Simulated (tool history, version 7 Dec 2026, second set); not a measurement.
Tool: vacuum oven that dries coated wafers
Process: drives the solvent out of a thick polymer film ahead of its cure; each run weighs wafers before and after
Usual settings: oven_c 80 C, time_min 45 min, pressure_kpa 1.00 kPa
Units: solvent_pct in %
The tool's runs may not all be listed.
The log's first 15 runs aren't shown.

run   hour  oven_c  time_min  pressure_kpa  hours of work since the thermocouples were calibrated  hours of work since the vacuum gauge was cleaned of residue  solvent_pct
 16  124.5      80        45          1.00                                                    886                                                          275         2.66
 17  136.7      88        29          2.59                                                    892                                                          281         3.55
 18  147.4      88        29          2.59                                                    897                                                          286         3.59
 19  155.9      88        29          2.59                                                    901                                                          290         3.60
 20  161.5      87        45          1.17                                                    904                                                          293         1.45
     163.6  -- vacuum gauge cleaned of residue and calibrated
 21  170.5      87        45          1.17                                                    907                                                            3         1.46
 22  183.2      91        78          1.00                                                    914                                                            9         0.81
 23  189.3      91        78          1.00                                                    917                                                           12         0.88
 24  195.8      91        78          1.38                                                    920                                                           16         1.09
 25  205.8      91        51          3.26                                                    925                                                           20         2.63
 26  214.6      87        59          0.65                                                    929                                                           25         0.72
     222.2  -- vacuum gauge cleaned of residue and calibrated, once more
 27  223.5      87        59          0.65                                                    932                                                            1         0.68
 28  230.9      87        59          0.65                                                    936                                                            4         0.70
 29  241.8      87        59          0.65                                                    941                                                            9         0.65
 30  254.0      78        60          0.88                                                    947                                                           15         2.00
 31  265.5      87        25          0.88                                                    953                                                           21         3.01

Forecast each of these 4 alternatives for the next run:
  A  271.6      80        45          2.29                                                    956                                                           24            ?
  B  271.6      70        49          1.60                                                    956                                                           24            ?
  C  271.6      65        25          0.88                                                    956                                                           24            ?
  D  271.6      87        49          1.11                                                    956                                                           24            ?

run  solvent_pct
  A         4.08
  B         6.68
  C        12.26
  D         1.30
Without the tool's hidden state the same runs would have given:
run  solvent_pct
  A         3.83
  B         6.31
  C        11.91
  D         1.21

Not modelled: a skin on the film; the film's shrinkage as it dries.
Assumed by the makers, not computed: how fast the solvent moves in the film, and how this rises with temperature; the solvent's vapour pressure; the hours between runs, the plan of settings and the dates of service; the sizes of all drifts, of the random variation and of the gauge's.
